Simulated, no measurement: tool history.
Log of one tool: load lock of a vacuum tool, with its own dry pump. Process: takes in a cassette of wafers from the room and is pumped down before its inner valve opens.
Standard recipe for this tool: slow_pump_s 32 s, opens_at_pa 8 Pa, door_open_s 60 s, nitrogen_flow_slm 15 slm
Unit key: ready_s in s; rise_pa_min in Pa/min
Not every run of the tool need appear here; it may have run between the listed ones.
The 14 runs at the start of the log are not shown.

| run | hour | slow_pump_s | opens_at_pa | door_open_s | nitrogen_flow_slm | incoming humidity of the room's air, % | ready_s | rise_pa_min |
|---|---|---|---|---|---|---|---|---|
| 15 | 2238.2 | 50 | 8 | 60 | 13 | 41.3 | 83.2 | 0.091 |
| 16 | 2331.8 | 50 | 8 | 60 | 13 | 40.3 | 82.5 | 0.089 |
| 17 | 2471.8 | 32 | 8 | 60 | 15 | 46.4 | 69.2 | 0.095 |
| 18 | 2681.7 | 32 | 8 | 60 | 15 | 47.5 | 69.5 | 0.097 |
| 19 | 2883.4 | 32 | 8 | 60 | 15 | 45.3 | 69.8 | 0.101 |
| 20 | 3003.5 | 32 | 13 | 69 | 15 | 45.8 | 67.3 | 0.103 |
| 21 | 3198.9 | 32 | 13 | 69 | 15 | 44.7 | 67.5 | 0.108 |
| 22 | 3304.2 | 32 | 11 | 60 | 15 | 46.2 | 68.7 | 0.105 |
| 23 | 3410.0 | 32 | 11 | 60 | 15 | 46.8 | 68.1 | 0.112 |
| 24 | 3565.8 | 32 | 8 | 213 | 15 | 47.9 | 70.5 | 0.140 |
| 25 | 3740.0 | 41 | 8 | 60 | 11 | 43.5 | 77.4 | 0.112 |
| 26 | 3898.2 | 32 | 8 | 92 | 29 | 48.7 | 70.5 | 0.116 |
| 27 | 4018.6 | 32 | 8 | 68 | 15 | 47.0 | 70.6 | 0.116 |
| 28 | 4171.3 | 32 | 10 | 53 | 15 | 41.1 | 69.0 | 0.119 |
| 29 | 4272.9 | 57 | 8 | 184 | 6 | 43.9 | 90.9 | 0.166 |
| 30 | 4459.8 | 57 | 8 | 184 | 6 | 46.1 | 91.6 | 0.172 |
| 31 | 4648.8 | 31 | 10 | 54 | 7 | 44.4 | 69.3 | 0.131 |
| 32 | 4788.6 | 25 | 6 | 43 | 5 | 42.7 | 67.0 | 0.126 |
| 33 | 4987.1 | 25 | 6 | 43 | 5 | 42.8 | 66.8 | 0.133 |
| 34 | 5211.4 | 25 | 6 | 43 | 5 | 45.6 | 67.1 | 0.142 |
| 35 | 5399.8 | 51 | 9 | 195 | 15 | 42.9 | 85.5 | 0.161 |
| 36 | 5525.2 | 43 | 13 | 67 | 15 | 45.7 | 78.3 | 0.144 |
| 37 | 5618.7 | 43 | 13 | 67 | 15 | 48.2 | 77.6 | 0.140 |

Below are 4 alternative next runs, each starting from the tool's condition after run 37. Predict each:
| A | 5717.8 | 47 | 6 | 60 | 8 | 44.8 | ? | ? |
| B | 5717.8 | 32 | 7 | 60 | 5 | 45.5 | ? | ? |
| C | 5717.8 | 49 | 13 | 60 | 15 | 46.0 | ? | ? |
| D | 5717.8 | 32 | 8 | 147 | 15 | 46.7 | ? | ? |

| run | ready_s | rise_pa_min |
|---|---|---|
| A | 85.0 | 0.154 |
| B | 71.7 | 0.147 |
| C | 82.4 | 0.147 |
| D | 71.8 | 0.163 |
Without the tool's hidden state the same runs would have given:
| run | ready_s | rise_pa_min |
|---|---|---|
| A | 78.5 | 0.053 |
| B | 64.9 | 0.048 |
| C | 76.6 | 0.044 |
| D | 65.0 | 0.060 |

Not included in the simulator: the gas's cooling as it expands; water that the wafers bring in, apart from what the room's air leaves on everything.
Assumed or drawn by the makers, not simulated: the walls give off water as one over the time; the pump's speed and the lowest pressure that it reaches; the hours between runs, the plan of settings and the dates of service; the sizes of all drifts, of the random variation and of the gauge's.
